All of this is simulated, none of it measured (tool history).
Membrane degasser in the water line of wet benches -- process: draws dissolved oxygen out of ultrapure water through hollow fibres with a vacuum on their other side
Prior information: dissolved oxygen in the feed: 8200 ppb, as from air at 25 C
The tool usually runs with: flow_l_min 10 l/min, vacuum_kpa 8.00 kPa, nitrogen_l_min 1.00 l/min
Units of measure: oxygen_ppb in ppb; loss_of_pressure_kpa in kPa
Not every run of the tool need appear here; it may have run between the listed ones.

run 1 hour=0.0 | flow_l_min=10 vacuum_kpa=8.00 nitrogen_l_min=1.00 | oxygen_ppb=142.6 loss_of_pressure_kpa=53.40
run 2 hour=29.5 | flow_l_min=10 vacuum_kpa=8.00 nitrogen_l_min=1.00 | oxygen_ppb=141.9 loss_of_pressure_kpa=53.75
run 3 hour=57.1 | flow_l_min=10 vacuum_kpa=8.00 nitrogen_l_min=1.00 | oxygen_ppb=146.1 loss_of_pressure_kpa=53.52
run 4 hour=98.2 | flow_l_min=10 vacuum_kpa=8.00 nitrogen_l_min=1.27 | oxygen_ppb=122.6 loss_of_pressure_kpa=53.61
run 5 hour=141.2 | flow_l_min=10 vacuum_kpa=8.00 nitrogen_l_min=1.00 | oxygen_ppb=142.9 loss_of_pressure_kpa=53.74
run 6 hour=163.4 | flow_l_min=10 vacuum_kpa=8.00 nitrogen_l_min=1.00 | oxygen_ppb=142.2 loss_of_pressure_kpa=53.45
run 7 hour=190.5 | flow_l_min=14 vacuum_kpa=8.00 nitrogen_l_min=1.00 | oxygen_ppb=210.0 loss_of_pressure_kpa=74.96
run 8 hour=218.2 | flow_l_min=14 vacuum_kpa=8.00 nitrogen_l_min=1.00 | oxygen_ppb=207.2 loss_of_pressure_kpa=75.40
run 9 hour=266.9 | flow_l_min=10 vacuum_kpa=8.00 nitrogen_l_min=1.00 | oxygen_ppb=142.5 loss_of_pressure_kpa=53.95
run 10 hour=312.0 | flow_l_min=10 vacuum_kpa=8.00 nitrogen_l_min=1.00 | oxygen_ppb=144.7 loss_of_pressure_kpa=53.72
run 11 hour=353.0 | flow_l_min=12 vacuum_kpa=8.00 nitrogen_l_min=1.00 | oxygen_ppb=178.0 loss_of_pressure_kpa=64.29
run 12 hour=391.2 | flow_l_min=12 vacuum_kpa=6.39 nitrogen_l_min=1.00 | oxygen_ppb=135.2 loss_of_pressure_kpa=64.27
run 13 hour=416.3 | flow_l_min=12 vacuum_kpa=6.39 nitrogen_l_min=1.00 | oxygen_ppb=135.8 loss_of_pressure_kpa=64.44
run 14 hour=447.5 | flow_l_min=10 vacuum_kpa=8.00 nitrogen_l_min=1.00 | oxygen_ppb=143.4 loss_of_pressure_kpa=53.65
run 15 hour=469.1 | flow_l_min=10 vacuum_kpa=8.00 nitrogen_l_min=1.00 | oxygen_ppb=141.1 loss_of_pressure_kpa=53.68
-- hour=482.8 seals of the vacuum lines changed
run 16 hour=503.0 | flow_l_min=10 vacuum_kpa=8.00 nitrogen_l_min=1.00 | oxygen_ppb=145.3 loss_of_pressure_kpa=53.99
run 17 hour=531.1 | flow_l_min=11 vacuum_kpa=5.28 nitrogen_l_min=0.93 | oxygen_ppb=96.5 loss_of_pressure_kpa=58.71
run 18 hour=577.6 | flow_l_min=11 vacuum_kpa=5.28 nitrogen_l_min=0.93 | oxygen_ppb=97.2 loss_of_pressure_kpa=58.77
run 19 hour=614.5 | flow_l_min=11 vacuum_kpa=5.28 nitrogen_l_min=0.93 | oxygen_ppb=94.7 loss_of_pressure_kpa=59.29
run 20 hour=634.9 | flow_l_min=8 vacuum_kpa=11.08 nitrogen_l_min=0.93 | oxygen_ppb=177.2 loss_of_pressure_kpa=42.73
run 21 hour=672.6 | flow_l_min=8 vacuum_kpa=11.08 nitrogen_l_min=0.93 | oxygen_ppb=179.9 loss_of_pressure_kpa=43.42
run 22 hour=696.7 | flow_l_min=8 vacuum_kpa=11.08 nitrogen_l_min=0.93 | oxygen_ppb=182.0 loss_of_pressure_kpa=43.23
run 23 hour=727.0 | flow_l_min=8 vacuum_kpa=11.08 nitrogen_l_min=0.93 | oxygen_ppb=177.2 loss_of_pressure_kpa=42.82
run 24 hour=752.0 | flow_l_min=10 vacuum_kpa=6.03 nitrogen_l_min=1.00 | oxygen_ppb=99.0 loss_of_pressure_kpa=53.11
run 25 hour=787.7 | flow_l_min=11 vacuum_kpa=6.79 nitrogen_l_min=1.71 | oxygen_ppb=94.3 loss_of_pressure_kpa=58.93
run 26 hour=818.1 | flow_l_min=11 vacuum_kpa=6.79 nitrogen_l_min=1.71 | oxygen_ppb=92.2 loss_of_pressure_kpa=59.35
run 27 hour=854.2 | flow_l_min=11 vacuum_kpa=6.79 nitrogen_l_min=1.71 | oxygen_ppb=92.6 loss_of_pressure_kpa=59.16
run 28 hour=878.7 | flow_l_min=13 vacuum_kpa=5.00 nitrogen_l_min=0.79 | oxygen_ppb=117.5 loss_of_pressure_kpa=69.73
run 29 hour=922.7 | flow_l_min=13 vacuum_kpa=5.00 nitrogen_l_min=0.79 | oxygen_ppb=119.7 loss_of_pressure_kpa=69.57
run 30 hour=957.1 | flow_l_min=7 vacuum_kpa=8.00 nitrogen_l_min=1.00 | oxygen_ppb=96.2 loss_of_pressure_kpa=37.34
run 31 hour=1004.0 | flow_l_min=7 vacuum_kpa=8.00 nitrogen_l_min=1.00 | oxygen_ppb=96.1 loss_of_pressure_kpa=37.60
run 32 hour=1045.2 | flow_l_min=7 vacuum_kpa=8.00 nitrogen_l_min=1.00 | oxygen_ppb=94.7 loss_of_pressure_kpa=37.57

Here are 3 independent what-if runs from the current tool condition. What would each one return?
run A hour=1092.4 | flow_l_min=10 vacuum_kpa=8.00 nitrogen_l_min=1.79 | oxygen_ppb=? loss_of_pressure_kpa=?
run B hour=1092.4 | flow_l_min=11 vacuum_kpa=8.00 nitrogen_l_min=1.00 | oxygen_ppb=? loss_of_pressure_kpa=?
run C hour=1092.4 | flow_l_min=7 vacuum_kpa=8.00 nitrogen_l_min=0.52 | oxygen_ppb=? loss_of_pressure_kpa=?

run=A oxygen_ppb=96.1 loss_of_pressure_kpa=53.85
run=B oxygen_ppb=163.2 loss_of_pressure_kpa=59.33
run=C oxygen_ppb=162.8 loss_of_pressure_kpa=37.49
The same runs, with their run-to-run variation unchanged, on a tool lacking any hidden condition would have given:
run=A oxygen_ppb=96.1 loss_of_pressure_kpa=53.85
run=B oxygen_ppb=163.2 loss_of_pressure_kpa=59.32
run=C oxygen_ppb=162.7 loss_of_pressure_kpa=37.48
